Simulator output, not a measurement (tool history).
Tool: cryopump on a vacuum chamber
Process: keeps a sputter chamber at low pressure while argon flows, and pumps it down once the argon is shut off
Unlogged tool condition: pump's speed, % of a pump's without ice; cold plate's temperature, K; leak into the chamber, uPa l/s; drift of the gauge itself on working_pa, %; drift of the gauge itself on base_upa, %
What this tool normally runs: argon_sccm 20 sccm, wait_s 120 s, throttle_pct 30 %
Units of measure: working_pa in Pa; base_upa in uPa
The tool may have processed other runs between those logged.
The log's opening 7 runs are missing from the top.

| run | hour | argon_sccm | wait_s | throttle_pct | hours of work since the pump was warmed up and emptied | hours of work since the cold head was overhauled | hours of work since the chamber's fittings were tightened | working_pa | base_upa |
|---|---|---|---|---|---|---|---|---|---|
| 8 | 72.3 | 16 | 120 | 30 | 223 | 223 | 841 | 0.039 | 0.94 |
| 9 | 83.8 | 16 | 120 | 30 | 230 | 230 | 848 | 0.038 | 0.93 |
| 10 | 99.9 | 16 | 120 | 36 | 240 | 240 | 857 | 0.0319 | 0.92 |
| 11 | 110.2 | 16 | 120 | 36 | 246 | 246 | 864 | 0.0323 | 0.94 |
| 12 | 117 | 16 | 120 | 36 | 250 | 250 | 868 | 0.0324 | 0.89 |
| 13 | 123.9 | 16 | 120 | 36 | 255 | 255 | 872 | 0.0328 | 0.96 |
| 14 | 139.7 | 10 | 120 | 30 | 264 | 264 | 881 | 0.025 | 0.92 |
| 15 | 146.7 | 10 | 120 | 15 | 268 | 268 | 886 | 0.0473 | 0.91 |
| 16 | 154.1 | 10 | 120 | 15 | 273 | 273 | 890 | 0.0477 | 0.95 |
| 17 | 168 | 10 | 120 | 15 | 281 | 281 | 899 | 0.0468 | 0.96 |
| 18 | 179 | 13 | 77 | 29 | 288 | 288 | 905 | 0.0324 | 1.23 |
| 19 | 194.8 | 28 | 90 | 29 | 298 | 298 | 915 | 0.0693 | 1.15 |
| 20 | 204.7 | 10 | 249 | 19 | 304 | 304 | 921 | 0.0376 | 0.74 |
| 21 | 215.4 | 39 | 115 | 30 | 310 | 310 | 927 | 0.0946 | 0.97 |
| 22 | 226.6 | 9 | 59 | 30 | 317 | 317 | 934 | 0.0218 | 1.35 |
| 23 | 238.2 | 10 | 79 | 15 | 324 | 324 | 941 | 0.0474 | 1.2 |
| 24 | 245.2 | 16 | 91 | 30 | 328 | 328 | 945 | 0.0381 | 1.08 |
| 25 | 256.5 | 16 | 91 | 30 | 335 | 335 | 952 | 0.0391 | 1.13 |
| 26 | 269.8 | 16 | 91 | 30 | 343 | 343 | 960 | 0.0387 | 1.09 |
| 27 | 280.6 | 9 | 26 | 20 | 350 | 350 | 967 | 0.032 | 2.5 |
| 28 | 292.5 | 9 | 26 | 20 | 357 | 357 | 974 | 0.0328 | 2.41 |
| 29 | 303.8 | 9 | 26 | 24 | 364 | 364 | 981 | 0.027 | 2.45 |
| 30 | 319.3 | 39 | 28 | 37 | 373 | 373 | 990 | 0.0773 | 2.36 |
| 31 | 327.7 | 11 | 28 | 26 | 378 | 378 | 995 | 0.0304 | 2.43 |
| 32 | 342.1 | 18 | 120 | 59 | 387 | 387 | 1004 | 0.0237 | 1.02 |

Run 33, settings as shown, results not yet in. Your forecast:
| 33 | 351.7 | 12 | 120 | 26 | 393 | 393 | 1010 | ? | ? |

working_pa: 0.0331 Pa
base_upa: 1.07 uPa
Were there no unlogged condition in the tool, this run, its random variation unchanged, would have produced working_pa 0.0321 Pa, base_upa 0.59 uPa.
